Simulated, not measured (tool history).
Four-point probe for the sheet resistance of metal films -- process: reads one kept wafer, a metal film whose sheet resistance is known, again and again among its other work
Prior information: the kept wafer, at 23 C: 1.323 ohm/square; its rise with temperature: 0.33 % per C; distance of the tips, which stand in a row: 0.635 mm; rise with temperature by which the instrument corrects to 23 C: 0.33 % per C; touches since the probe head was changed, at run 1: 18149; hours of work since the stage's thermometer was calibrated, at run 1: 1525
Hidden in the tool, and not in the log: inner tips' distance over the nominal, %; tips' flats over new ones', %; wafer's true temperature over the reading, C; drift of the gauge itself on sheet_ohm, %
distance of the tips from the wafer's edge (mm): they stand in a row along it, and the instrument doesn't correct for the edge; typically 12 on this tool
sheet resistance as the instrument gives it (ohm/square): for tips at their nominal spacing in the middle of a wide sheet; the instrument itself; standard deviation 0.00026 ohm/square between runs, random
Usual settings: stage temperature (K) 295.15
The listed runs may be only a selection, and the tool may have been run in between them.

run     day  stage temperature (K)  distance of the tips from the wafer's edge (mm)  touches since the probe head was changed  hours of work since the stage's thermometer was calibrated  sheet resistance as the instrument gives it (ohm/square)
  1   0.000                 295.15                                               12                                     18149                                                        1525                                                  1.322616
  2   0.854                 298.15                                               12                                     19121                                                        1538                                                  1.322599
  3   2.233                 298.15                                               12                                     20697                                                        1558                                                  1.322852
  4   3.375                 298.15                                               12                                     21998                                                        1576                                                  1.322969
  5   5.025                 298.15                                               12                                     23876                                                        1601                                                  1.322389
  6   5.758                 298.15                                               12                                     24713                                                        1612                                                  1.322087
  7   7.308                 295.15                                                5                                     26481                                                        1635                                                  1.331742
  8   8.546                 295.15                                                5                                     27888                                                        1654                                                  1.331632
  9   9.558                 295.15                                                5                                     29043                                                        1669                                                  1.331748
 10  10.442                 298.15                                               12                                     30051                                                        1683                                                  1.322577
 11  11.517                 298.15                                               12                                     31277                                                        1699                                                  1.321958
 12  12.500                 305.15                                               12                                     32396                                                        1714                                                  1.321786
 13  13.421                 295.15                                               12                                     33446                                                        1728                                                  1.321791
 14  14.262                 295.15                                               12                                     34405                                                        1740                                                  1.321344
 15  15.817                 295.15                                               12                                     36177                                                        1764                                                  1.322050
 16  16.804                 306.15                                               12                                     37302                                                        1779                                                  1.322214
 17  18.312                 295.15                                               39                                     39020                                                        1801                                                  1.319172
     18.579  -- stage's thermometer calibrated
 18  19.600                 294.15                                                3                                     40464                                                          15                                                  1.346940
 19  20.579                 294.15                                                3                                     41581                                                          30                                                  1.346830
 20  21.788                 293.15                                               19                                     42955                                                          48                                                  1.316475
 21  23.433                 293.15                                               19                                     44832                                                          73                                                  1.316992
 22  24.358                 293.15                                               19                                     45885                                                          87                                                  1.316114
 23  25.192                 293.15                                               19                                     46839                                                         100                                                  1.316386
 24  26.167                 293.15                                               19                                     47948                                                         115                                                  1.316511
 25  27.325                 293.15                                               19                                     49267                                                         132                                                  1.316226
 26  28.100                 292.15                                               27                                     50149                                                         144                                                  1.315178
 27  29.771                 292.15                                               36                                     52058                                                         169                                                  1.315396
 28  30.829                 291.15                                               15                                     53263                                                         185                                                  1.316222
 29  32.379                 292.15                                                7                                     55029                                                         209                                                  1.320513
 30  33.121                 292.15                                               13                                     55875                                                         220                                                  1.316873

Table of differences, measured result less the result of that run with no hidden state. Run-to-run variation is the same in both. Gauge scatter possibly is not:
run  sheet resistance as the instrument gives it (ohm/square)
  1                                                 -0.002155
  2                                                 -0.002258
  3                                                 -0.002369
  4                                                 -0.002455
  5                                                 -0.002586
  6                                                 -0.002652
  7                                                 -0.002771
  8                                                 -0.002861
  9                                                 -0.002940
 10                                                 -0.003033
 11                                                 -0.003119
 12                                                 -0.003279
 13                                                 -0.003267
 14                                                 -0.003338
 15                                                 -0.003463
 16                                                 -0.003646
 17                                                 -0.003647
 18                                                 -0.006984
 19                                                 -0.007067
 20                                                 -0.007030
 21                                                 -0.007173
 22                                                 -0.007247
 23                                                 -0.007318
 24                                                 -0.007391
 25                                                 -0.007498
 26                                                 -0.007559
 27                                                 -0.007701
 28                                                 -0.007783
 29                                                 -0.007921
 30                                                 -0.007958

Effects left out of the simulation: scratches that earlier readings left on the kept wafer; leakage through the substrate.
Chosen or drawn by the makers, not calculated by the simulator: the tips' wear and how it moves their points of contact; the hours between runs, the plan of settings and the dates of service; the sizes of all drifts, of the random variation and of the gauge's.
